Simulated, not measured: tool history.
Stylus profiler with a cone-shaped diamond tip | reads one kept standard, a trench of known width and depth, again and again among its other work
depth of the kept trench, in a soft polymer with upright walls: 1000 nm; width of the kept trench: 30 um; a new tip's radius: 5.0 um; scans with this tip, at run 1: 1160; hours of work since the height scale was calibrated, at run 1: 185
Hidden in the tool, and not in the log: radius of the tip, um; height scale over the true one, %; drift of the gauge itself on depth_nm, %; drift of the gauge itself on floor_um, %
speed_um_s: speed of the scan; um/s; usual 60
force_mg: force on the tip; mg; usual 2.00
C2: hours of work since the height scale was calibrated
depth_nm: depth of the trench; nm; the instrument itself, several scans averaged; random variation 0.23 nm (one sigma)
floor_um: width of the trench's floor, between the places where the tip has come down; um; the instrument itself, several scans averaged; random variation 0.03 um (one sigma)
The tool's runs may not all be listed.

{"run": 1, "day": 0.0, "speed_um_s": 60, "force_mg": 2.0, "scans with this tip": 1160, "C2": 185, "depth_nm": 1011.97, "floor_um": 23.63}
{"run": 2, "day": 0.45, "speed_um_s": 60, "force_mg": 2.0, "scans with this tip": 1191, "C2": 190, "depth_nm": 1012.14, "floor_um": 23.65}
{"run": 3, "day": 0.946, "speed_um_s": 60, "force_mg": 2.0, "scans with this tip": 1225, "C2": 195, "depth_nm": 1012.02, "floor_um": 23.57}
{"run": 4, "day": 1.383, "speed_um_s": 60, "force_mg": 2.0, "scans with this tip": 1255, "C2": 200, "depth_nm": 1011.67, "floor_um": 23.54}
{"run": 5, "day": 1.796, "speed_um_s": 60, "force_mg": 2.0, "scans with this tip": 1283, "C2": 204, "depth_nm": 1011.98, "floor_um": 23.64}
{"run": 6, "day": 2.425, "speed_um_s": 60, "force_mg": 2.0, "scans with this tip": 1326, "C2": 211, "depth_nm": 1011.76, "floor_um": 23.59}
{"run": 7, "day": 2.917, "speed_um_s": 60, "force_mg": 1.1, "scans with this tip": 1360, "C2": 217, "depth_nm": 1007.8, "floor_um": 23.54}
{"run": 8, "day": 3.55, "speed_um_s": 155, "force_mg": 2.0, "scans with this tip": 1403, "C2": 224, "depth_nm": 1011.69, "floor_um": 23.34}
{"run": 9, "day": 4.025, "speed_um_s": 155, "force_mg": 0.88, "scans with this tip": 1436, "C2": 229, "depth_nm": 1006.68, "floor_um": 23.07}
{"run": 10, "day": 4.288, "speed_um_s": 155, "force_mg": 0.88, "scans with this tip": 1454, "C2": 232, "depth_nm": 1006.85, "floor_um": 23.08}
{"run": 11, "day": 4.788, "speed_um_s": 155, "force_mg": 0.88, "scans with this tip": 1488, "C2": 237, "depth_nm": 1006.7, "floor_um": 23.07}
{"run": 12, "day": 5.075, "speed_um_s": 155, "force_mg": 0.88, "scans with this tip": 1508, "C2": 240, "depth_nm": 1006.87, "floor_um": 23.06}
{"run": 13, "day": 5.575, "speed_um_s": 60, "force_mg": 2.0, "scans with this tip": 1542, "C2": 246, "depth_nm": 1011.88, "floor_um": 23.6}
{"run": 14, "day": 6.038, "speed_um_s": 60, "force_mg": 3.88, "scans with this tip": 1573, "C2": 251, "depth_nm": 1018.61, "floor_um": 23.63}
{"run": 15, "day": 6.442, "speed_um_s": 60, "force_mg": 0.8, "scans with this tip": 1601, "C2": 255, "depth_nm": 1005.7, "floor_um": 23.41}
{"run": 16, "day": 7.038, "speed_um_s": 60, "force_mg": 2.0, "scans with this tip": 1642, "C2": 262, "depth_nm": 1012.08, "floor_um": 23.51}
{"run": 17, "day": 7.367, "speed_um_s": 60, "force_mg": 2.0, "scans with this tip": 1664, "C2": 265, "depth_nm": 1011.5, "floor_um": 23.55}
{"run": 18, "day": 7.838, "speed_um_s": 60, "force_mg": 2.0, "scans with this tip": 1697, "C2": 270, "depth_nm": 1011.89, "floor_um": 23.52}
{"run": 19, "day": 8.479, "speed_um_s": 60, "force_mg": 2.0, "scans with this tip": 1741, "C2": 277, "depth_nm": 1011.97, "floor_um": 23.51}
{"run": 20, "day": 8.912, "speed_um_s": 60, "force_mg": 2.0, "scans with this tip": 1771, "C2": 282, "depth_nm": 1011.81, "floor_um": 23.53}
{"run": 21, "day": 9.542, "speed_um_s": 80, "force_mg": 2.0, "scans with this tip": 1814, "C2": 289, "depth_nm": 1011.93, "floor_um": 23.42}
{"run": 22, "day": 9.825, "speed_um_s": 80, "force_mg": 2.0, "scans with this tip": 1833, "C2": 292, "depth_nm": 1011.9, "floor_um": 23.44}
{"run": 23, "day": 10.112, "speed_um_s": 80, "force_mg": 2.0, "scans with this tip": 1853, "C2": 295, "depth_nm": 1011.8, "floor_um": 23.39}
{"run": 24, "day": 10.638, "speed_um_s": 178, "force_mg": 3.36, "scans with this tip": 1889, "C2": 301, "depth_nm": 1016.82, "floor_um": 23.25}
{"run": 25, "day": 11.171, "speed_um_s": 178, "force_mg": 3.36, "scans with this tip": 1925, "C2": 307, "depth_nm": 1016.71, "floor_um": 23.24}
{"run": 26, "day": 11.475, "speed_um_s": 33, "force_mg": 2.01, "scans with this tip": 1946, "C2": 310, "depth_nm": 1012.16, "floor_um": 23.6}
{"run": 27, "day": 11.996, "speed_um_s": 33, "force_mg": 2.01, "scans with this tip": 1982, "C2": 316, "depth_nm": 1011.92, "floor_um": 23.56}
{"run": 28, "day": 12.371, "speed_um_s": 33, "force_mg": 2.01, "scans with this tip": 2007, "C2": 320, "depth_nm": 1011.76, "floor_um": 23.54}
{"run": 29, "day": 12.712, "speed_um_s": 33, "force_mg": 2.01, "scans with this tip": 2031, "C2": 324, "depth_nm": 1011.65, "floor_um": 23.55}
{"run": 30, "day": 13.217, "speed_um_s": 15, "force_mg": 0.94, "scans with this tip": 2065, "C2": 329, "depth_nm": 1006.83, "floor_um": 23.49}
{"run": 31, "day": 13.821, "speed_um_s": 30, "force_mg": 1.74, "scans with this tip": 2107, "C2": 336, "depth_nm": 1010.39, "floor_um": 23.54}
{"run": 32, "day": 14.325, "speed_um_s": 30, "force_mg": 1.74, "scans with this tip": 2141, "C2": 341, "depth_nm": 1010.68, "floor_um": 23.49}
{"run": 33, "day": 14.938, "speed_um_s": 109, "force_mg": 2.33, "scans with this tip": 2183, "C2": 348, "depth_nm": 1013.05, "floor_um": 23.28}
{"run": 34, "day": 15.488, "speed_um_s": 109, "force_mg": 2.33, "scans with this tip": 2221, "C2": 354, "depth_nm": 1013.05, "floor_um": 23.3}
{"run": 35, "day": 15.992, "speed_um_s": 109, "force_mg": 2.33, "scans with this tip": 2255, "C2": 359, "depth_nm": 1013.04, "floor_um": 23.32}
{"run": 36, "day": 16.592, "speed_um_s": 147, "force_mg": 0.76, "scans with this tip": 2296, "C2": 366, "depth_nm": 1005.47, "floor_um": 22.89}
{"run": 37, "day": 16.917, "speed_um_s": 147, "force_mg": 0.76, "scans with this tip": 2319, "C2": 370, "depth_nm": 1005.79, "floor_um": 22.91}
{"run": 38, "day": 17.425, "speed_um_s": 51, "force_mg": 2.0, "scans with this tip": 2353, "C2": 375, "depth_nm": 1011.51, "floor_um": 23.49}
{"run": 39, "day": 18.021, "speed_um_s": 51, "force_mg": 2.0, "scans with this tip": 2394, "C2": 382, "depth_nm": 1011.53, "floor_um": 23.4}
{"run": 40, "day": 18.521, "speed_um_s": 72, "force_mg": 5.72, "scans with this tip": 2429, "C2": 387, "depth_nm": 1024.41, "floor_um": 23.41}
{"run": 41, "day": 19.146, "speed_um_s": 72, "force_mg": 5.72, "scans with this tip": 2471, "C2": 394, "depth_nm": 1024.08, "floor_um": 23.42}

The next listed run, before its measurement:
{"run": 42, "day": 19.571, "speed_um_s": 72, "force_mg": 5.72, "scans with this tip": 2500, "C2": 398, "depth_nm": "?", "floor_um": "?"}

{"run 42": {"depth_nm": 1024.53, "floor_um": 23.39}}
Without the tool's hidden state the same run would have given depth_nm 1025.44 nm, floor_um 23.86 um.
